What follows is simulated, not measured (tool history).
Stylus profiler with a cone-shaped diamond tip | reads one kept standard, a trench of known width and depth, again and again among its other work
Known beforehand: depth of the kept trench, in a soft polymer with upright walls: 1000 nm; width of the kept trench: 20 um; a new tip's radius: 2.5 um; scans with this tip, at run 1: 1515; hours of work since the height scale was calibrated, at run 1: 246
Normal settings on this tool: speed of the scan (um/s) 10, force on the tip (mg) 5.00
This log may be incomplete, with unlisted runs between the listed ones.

run   hour  speed of the scan (um/s)  force on the tip (mg)  scans with this tip  hours of work since the height scale was calibrated  depth of the trench (Å)  width of the trench's floor (nm)
  1    0.0                        10                   5.00                 1515                                                  246                  10237.2                             15850
  2   14.1                        10                   5.00                 1570                                                  255                  10237.2                             15840
  3   32.0                        10                   5.00                 1639                                                  266                  10238.8                             15820
  4   41.9                        10                   3.64                 1678                                                  272                  10189.0                             15830
  5   57.8                         4                   5.00                 1740                                                  282                  10234.5                             15810
  6   66.3                        10                   5.00                 1773                                                  288                  10232.5                             15780
  7   77.5                        10                   5.00                 1816                                                  295                  10228.6                             15830
  8   88.0                        10                  11.93                 1857                                                  301                  10430.6                             15740
  9   96.2                        10                  11.93                 1889                                                  306                  10428.9                             15800
 10  113.3                        10                  13.19                 1955                                                  317                  10460.0                             15770
 11  126.4                        10                   5.00                 2006                                                  325                  10227.2                             15760
 12  134.9                        10                   5.00                 2039                                                  331                  10237.0                             15710
 13  142.9                        10                   5.00                 2070                                                  336                  10235.7                             15730
 14  154.3                        10                   5.00                 2115                                                  343                  10233.3                             15750
 15  167.5                        23                   3.46                 2166                                                  351                  10178.1                             15660
 16  185.1                         5                   1.95                 2234                                                  362                  10112.9                             15780
 17  195.9                         5                   1.95                 2277                                                  369                  10119.6                             15750
 18  211.2                        15                   2.06                 2336                                                  379                  10115.8                             15620
 19  228.7                        15                   5.05                 2404                                                  390                  10233.8                             15690
 20  240.4                        10                   6.12                 2449                                                  397                  10265.9                             15700
 21  257.3                        10                   6.12                 2515                                                  408                  10265.9                             15700
 22  272.1                        10                   6.12                 2572                                                  417                  10264.6                             15680
 23  286.1                        10                   1.83                 2627                                                  426                  10111.0                             15640
 24  301.1                         6                   3.88                 2685                                                  436                  10188.2                             15690
 25  318.6                        37                   4.84                 2753                                                  447                  10227.8                             15550
 26  330.1                        28                   7.12                 2798                                                  454                  10292.4                             15600
 27  340.0                        20                   5.19                 2836                                                  460                  10233.4                             15550
 28  349.2                        20                   5.19                 2872                                                  466                  10231.1                             15580

Below are 5 alternative next runs, each starting from the tool's condition after run 28. Predict each:
  A  363.3                        25                   6.44                 2927                                                  475                        ?                                 ?
  B  363.3                         4                   6.28                 2927                                                  475                        ?                                 ?
  C  363.3                        10                   3.60                 2927                                                  475                        ?                                 ?
  D  363.3                        10                  11.74                 2927                                                  475                        ?                                 ?
  E  363.3                         7                   2.81                 2927                                                  475                        ?                                 ?

run  depth of the trench (Å)  width of the trench's floor (nm)
  A                  10267.5                             15560
  B                  10266.6                             15670
  C                  10179.7                             15620
  D                  10417.9                             15680
  E                  10143.0                             15650
Take away the tool's hidden state, keep each run's random variation, and the runs would have read:
run  depth of the trench (Å)  width of the trench's floor (nm)
  A                  10290.3                             15910
  B                  10289.3                             16020
  C                  10202.3                             15980
  D                  10441.0                             16040
  E                  10165.5                             16000
